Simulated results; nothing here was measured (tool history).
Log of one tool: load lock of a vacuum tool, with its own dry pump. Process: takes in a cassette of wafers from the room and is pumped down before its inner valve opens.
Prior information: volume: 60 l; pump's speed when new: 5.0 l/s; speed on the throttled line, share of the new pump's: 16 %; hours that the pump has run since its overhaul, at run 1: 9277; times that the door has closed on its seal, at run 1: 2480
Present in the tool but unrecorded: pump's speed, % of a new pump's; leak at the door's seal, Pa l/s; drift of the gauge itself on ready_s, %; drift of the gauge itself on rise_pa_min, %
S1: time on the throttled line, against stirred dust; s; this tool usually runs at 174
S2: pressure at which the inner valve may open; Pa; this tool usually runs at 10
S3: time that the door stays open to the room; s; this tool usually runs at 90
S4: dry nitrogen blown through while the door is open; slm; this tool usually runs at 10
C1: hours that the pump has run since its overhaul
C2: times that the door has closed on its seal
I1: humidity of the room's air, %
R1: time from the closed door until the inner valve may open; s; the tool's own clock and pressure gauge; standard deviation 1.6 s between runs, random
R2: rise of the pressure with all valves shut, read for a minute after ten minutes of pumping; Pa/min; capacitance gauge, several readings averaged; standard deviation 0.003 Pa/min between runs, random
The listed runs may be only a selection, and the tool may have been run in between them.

{"run": 1, "hour": 0.0, "S1": 174, "S2": 10, "S3": 90, "S4": 10, "C1": 9277, "C2": 2480, "I1": 46.1, "R1": 280.3, "R2": 0.059}
{"run": 2, "hour": 333.0, "S1": 174, "S2": 10, "S3": 90, "S4": 10, "C1": 9610, "C2": 3273, "I1": 42.5, "R1": 281.5, "R2": 0.069}
{"run": 3, "hour": 552.3, "S1": 174, "S2": 10, "S3": 90, "S4": 10, "C1": 9829, "C2": 3796, "I1": 42.7, "R1": 281.3, "R2": 0.072}
{"run": 4, "hour": 930.2, "S1": 174, "S2": 10, "S3": 90, "S4": 10, "C1": 10207, "C2": 4697, "I1": 43.1, "R1": 284.5, "R2": 0.08}
{"run": 5, "hour": 1136.1, "S1": 174, "S2": 10, "S3": 90, "S4": 22, "C1": 10413, "C2": 5188, "I1": 44.9, "R1": 285.4, "R2": 0.07}
{"run": 6, "hour": 1484.7, "S1": 174, "S2": 10, "S3": 90, "S4": 22, "C1": 10761, "C2": 6018, "I1": 46.3, "R1": 287.0, "R2": 0.073}
{"run": 7, "hour": 1821.7, "S1": 174, "S2": 10, "S3": 90, "S4": 10, "C1": 11098, "C2": 6822, "I1": 42.8, "R1": 285.0, "R2": 0.09}
{"hour": 2006.7, "done": "dry pump taken out, an overhauled one fitted"}
{"run": 8, "hour": 2053.6, "S1": 174, "S2": 10, "S3": 90, "S4": 10, "C1": 47, "C2": 7360, "I1": 47.9, "R1": 255.4, "R2": 0.099}
{"run": 9, "hour": 2323.8, "S1": 174, "S2": 10, "S3": 90, "S4": 10, "C1": 317, "C2": 8004, "I1": 44.0, "R1": 260.0, "R2": 0.104}
{"run": 10, "hour": 2713.6, "S1": 174, "S2": 10, "S3": 90, "S4": 10, "C1": 707, "C2": 8933, "I1": 44.1, "R1": 260.0, "R2": 0.113}
{"run": 11, "hour": 3020.9, "S1": 174, "S2": 10, "S3": 90, "S4": 10, "C1": 1014, "C2": 9665, "I1": 45.5, "R1": 260.5, "R2": 0.117}
{"run": 12, "hour": 3410.1, "S1": 174, "S2": 20, "S3": 90, "S4": 10, "C1": 1403, "C2": 10593, "I1": 44.6, "R1": 251.0, "R2": 0.129}
{"run": 13, "hour": 3616.7, "S1": 174, "S2": 10, "S3": 90, "S4": 10, "C1": 1610, "C2": 11085, "I1": 43.6, "R1": 259.4, "R2": 0.133}
{"run": 14, "hour": 3969.0, "S1": 174, "S2": 10, "S3": 46, "S4": 10, "C1": 1962, "C2": 11925, "I1": 43.7, "R1": 260.4, "R2": 0.118}
{"run": 15, "hour": 4158.6, "S1": 174, "S2": 18, "S3": 90, "S4": 10, "C1": 2152, "C2": 12377, "I1": 47.0, "R1": 253.1, "R2": 0.142}
{"run": 16, "hour": 4454.8, "S1": 174, "S2": 18, "S3": 90, "S4": 10, "C1": 2448, "C2": 13083, "I1": 42.4, "R1": 253.8, "R2": 0.149}
{"run": 17, "hour": 4694.3, "S1": 136, "S2": 10, "S3": 90, "S4": 10, "C1": 2688, "C2": 13654, "I1": 48.0, "R1": 231.5, "R2": 0.155}
{"run": 18, "hour": 4989.2, "S1": 98, "S2": 18, "S3": 90, "S4": 20, "C1": 2982, "C2": 14357, "I1": 47.1, "R1": 193.0, "R2": 0.154}
{"run": 19, "hour": 5202.0, "S1": 111, "S2": 9, "S3": 136, "S4": 4, "C1": 3195, "C2": 14864, "I1": 44.4, "R1": 212.9, "R2": 0.2}
{"run": 20, "hour": 5521.0, "S1": 183, "S2": 13, "S3": 42, "S4": 18, "C1": 3514, "C2": 15624, "I1": 45.6, "R1": 268.7, "R2": 0.156}
{"run": 21, "hour": 5854.9, "S1": 183, "S2": 13, "S3": 42, "S4": 18, "C1": 3848, "C2": 16420, "I1": 41.6, "R1": 271.3, "R2": 0.165}
{"run": 22, "hour": 6195.7, "S1": 183, "S2": 13, "S3": 42, "S4": 18, "C1": 4189, "C2": 17232, "I1": 44.6, "R1": 269.9, "R2": 0.177}
{"run": 23, "hour": 6386.8, "S1": 183, "S2": 13, "S3": 42, "S4": 18, "C1": 4380, "C2": 17687, "I1": 43.0, "R1": 272.8, "R2": 0.174}
{"run": 24, "hour": 6783.3, "S1": 183, "S2": 13, "S3": 29, "S4": 18, "C1": 4777, "C2": 18633, "I1": 41.5, "R1": 269.2, "R2": 0.184}
{"run": 25, "hour": 7041.1, "S1": 117, "S2": 15, "S3": 68, "S4": 18, "C1": 5034, "C2": 19247, "I1": 47.8, "R1": 215.5, "R2": 0.2}
{"run": 26, "hour": 7248.6, "S1": 117, "S2": 15, "S3": 68, "S4": 18, "C1": 5242, "C2": 19742, "I1": 47.1, "R1": 218.9, "R2": 0.212}
{"run": 27, "hour": 7613.9, "S1": 117, "S2": 15, "S3": 68, "S4": 18, "C1": 5607, "C2": 20612, "I1": 43.0, "R1": 217.3, "R2": 0.224}
{"run": 28, "hour": 7953.9, "S1": 102, "S2": 16, "S3": 68, "S4": 7, "C1": 5947, "C2": 21422, "I1": 45.7, "R1": 206.4, "R2": 0.248}
{"run": 29, "hour": 8122.7, "S1": 188, "S2": 10, "S3": 128, "S4": 10, "C1": 6116, "C2": 21825, "I1": 43.0, "R1": 282.7, "R2": 0.26}
{"run": 30, "hour": 8396.4, "S1": 188, "S2": 10, "S3": 128, "S4": 10, "C1": 6390, "C2": 22477, "I1": 44.1, "R1": 281.5, "R2": 0.272}

Across each entry between runs, compare the hidden state at the last listed run before it with the hidden state at the first listed run after it:
After run 7, before run 8: dry pump taken out, an overhauled one fitted (hour 2006.7)
  pump's speed, % of a new pump's: 72.9 -> 99.1; leak at the door's seal, Pa l/s: 0.0489 -> 0.0528
  difference, measured minus the result without the unlogged condition, R1: +30.7 -> +0.8 s; R2: +0.048 -> +0.052 Pa/min
